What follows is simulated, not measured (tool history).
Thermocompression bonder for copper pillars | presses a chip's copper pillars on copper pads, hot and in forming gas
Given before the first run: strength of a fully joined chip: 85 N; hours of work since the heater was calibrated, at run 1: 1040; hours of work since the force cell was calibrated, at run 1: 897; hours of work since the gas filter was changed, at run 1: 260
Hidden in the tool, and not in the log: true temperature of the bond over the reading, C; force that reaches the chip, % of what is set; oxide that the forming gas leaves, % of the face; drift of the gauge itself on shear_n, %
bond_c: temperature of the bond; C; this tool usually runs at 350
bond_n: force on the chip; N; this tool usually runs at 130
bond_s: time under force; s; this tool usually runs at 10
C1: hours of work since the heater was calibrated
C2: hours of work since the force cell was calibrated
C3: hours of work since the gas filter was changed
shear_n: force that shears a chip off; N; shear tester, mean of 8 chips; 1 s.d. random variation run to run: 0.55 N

Run 1, day 0.000: usual settings; C1 1040; C2 897; C3 260. Result: shear_n 37.0 N.
Run 2, day 1.479: usual settings; C1 1060; C2 917; C3 280. Result: shear_n 35.8 N.
Run 3, day 2.988: usual settings; C1 1081; C2 938; C3 301. Result: shear_n 36.9 N.
Run 4, day 3.908: usual settings but bond_c 373 C; C1 1093; C2 951; C3 313. Result: shear_n 43.6 N.
Run 5, day 5.317: usual settings but bond_c 373 C; C1 1112; C2 970; C3 333. Result: shear_n 42.2 N.
At day 6.179: forming gas filter changed.
Run 6, day 6.212: usual settings but bond_c 373 C; C1 1124; C2 982; C3 1. Result: shear_n 47.8 N.
Run 7, day 8.133: usual settings but bond_c 373 C; C1 1151; C2 1008; C3 27. Result: shear_n 46.6 N.
Run 8, day 9.333: usual settings but bond_c 361 C; C1 1167; C2 1024; C3 43. Result: shear_n 42.4 N.
Run 9, day 10.700: usual settings but bond_s 18 s; C1 1186; C2 1043; C3 62. Result: shear_n 47.5 N.
Run 10, day 11.571: usual settings but bond_s 18 s; C1 1197; C2 1055; C3 74. Result: shear_n 47.3 N.
Run 11, day 13.304: usual settings but bond_s 18 s; C1 1221; C2 1079; C3 97. Result: shear_n 46.3 N.
Run 12, day 15.008: usual settings; C1 1244; C2 1102; C3 121. Result: shear_n 38.4 N.

Estimate the outcome of run 13 from the log above:
Run 13, day 16.792: usual settings; C1 1269; C2 1126; C3 145. Result: shear_n ?.

{"run 13": {"shear_n": 37.5}}
Minus the tool's unlogged condition, the same run would have read shear_n 45.6 N.
